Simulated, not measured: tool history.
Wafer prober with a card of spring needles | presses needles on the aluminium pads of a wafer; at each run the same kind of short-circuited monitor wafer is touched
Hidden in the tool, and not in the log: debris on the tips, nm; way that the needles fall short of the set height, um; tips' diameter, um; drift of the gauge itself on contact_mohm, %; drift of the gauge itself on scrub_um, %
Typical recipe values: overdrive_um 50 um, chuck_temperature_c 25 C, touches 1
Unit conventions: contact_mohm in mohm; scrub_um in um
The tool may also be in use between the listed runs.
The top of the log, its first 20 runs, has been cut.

run   hour  overdrive_um  chuck_temperature_c  touches  touches since the tips were cleaned  cleanings since the card got new needles  touches since the first contact's height was set  contact_mohm  scrub_um
 21  153.8            55                   43        2                                 4499                                        16                                            139555           215      9.86
 22  161.0            55                   28        1                                 7726                                        16                                            142782           263      9.84
     162.0  -- tips cleaned on abrasive film
 23  167.4            54                   29        2                                 2410                                        17                                            145606           202      9.65
 24  174.3            42                   35        2                                 5513                                        17                                            148709           245      7.46
     179.8  -- tips cleaned on abrasive film
 25  180.3            42                   35        2                                  216                                        18                                            151345           163      7.46
 26  185.3            41                   64        2                                 2429                                        18                                            153558           226      7.25
 27  191.9            47                   49        2                                 5405                                        18                                            156534           230      8.40
     197.7  -- tips cleaned on abrasive film
 28  202.8            47                   73        1                                 2285                                        19                                            161359           248      8.39
 29  211.9            40                  103        2                                 6388                                        19                                            165462           260      7.09
     216.0  -- tips cleaned on abrasive film
 30  219.1            48                   76        2                                 1359                                        20                                            168608           199      8.56
 31  228.4            50                   76        1                                 5529                                        20                                            172778           272      8.89
     234.3  -- tips cleaned on abrasive film
 32  236.9            31                   26        2                                 1165                                        21                                            176548           237      5.42
 33  245.0            50                   25        3                                 4789                                        21                                            180172           191      8.87
     252.1  -- tips cleaned on abrasive film
 34  252.1            50                   25        3                                    0                                        22                                            183337           151      8.85

Forecast each of these 4 alternatives for the next run:
  A  257.8            39                   89        1                                 2526                                        22                                            185863             ?         ?
  B  257.8            50                   69        1                                 2526                                        22                                            185863             ?         ?
  C  257.8            50                   90        1                                 2526                                        22                                            185863             ?         ?
  D  257.8            50                   31        1                                 2526                                        22                                            185863             ?         ?

run  contact_mohm  scrub_um
  A           290      6.92
  B           248      8.88
  C           251      8.88
  D           244      8.88
Stripped of hidden state, with their random variation kept, the same runs would have yielded:
run  contact_mohm  scrub_um
  A           163      7.11
  B           158      9.08
  C           162      9.07
  D           151      9.07
